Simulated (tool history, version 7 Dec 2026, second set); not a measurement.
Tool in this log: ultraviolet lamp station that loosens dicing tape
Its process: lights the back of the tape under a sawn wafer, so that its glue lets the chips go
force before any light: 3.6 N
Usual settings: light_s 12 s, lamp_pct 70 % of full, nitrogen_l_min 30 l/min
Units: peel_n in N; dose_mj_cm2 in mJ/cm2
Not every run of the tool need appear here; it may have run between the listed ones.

run    day  light_s  lamp_pct  nitrogen_l_min  peel_n  dose_mj_cm2
  1  0.000       12        70              30   0.528          368
  2  0.671       12        70              30   0.554          361
  3  1.225       12        70              30   0.566          359
  4  2.292       12        70              30   0.576          358
  5  3.379       12        70              30   0.550          353
  6  4.017       12        91              30   0.404          461
  7  4.629       12        91              30   0.427          453
  8  5.338       11        91              30   0.455          416
  9  5.979       11        91              30   0.453          413
 10  6.817       23        91              15   0.274          850
 11  7.388       11        61              20   0.949          271
 12  8.329       11        61              20   0.940          269
 13  9.075       17        60              48   0.398          415

Pick out some run-to-run changes in peel_n. Of each, how much would a tool without hidden state show as well, from the settings, what came in and chance, and how much is left for the hidden state and any gauge scatter not in both results compared?
The tool's hidden condition here consists of: lamp's light, % of a new lamp's; light that the window lets through, % of a clean one's; drift of the gauge itself on peel_n, %; drift of the gauge itself on dose_mj_cm2, %.
Run 10 -> 11: light_s 23 -> 11, lamp_pct 91 -> 61, nitrogen_l_min 15 -> 20. peel_n +0.675 N: hidden state +0.095, all else +0.580.
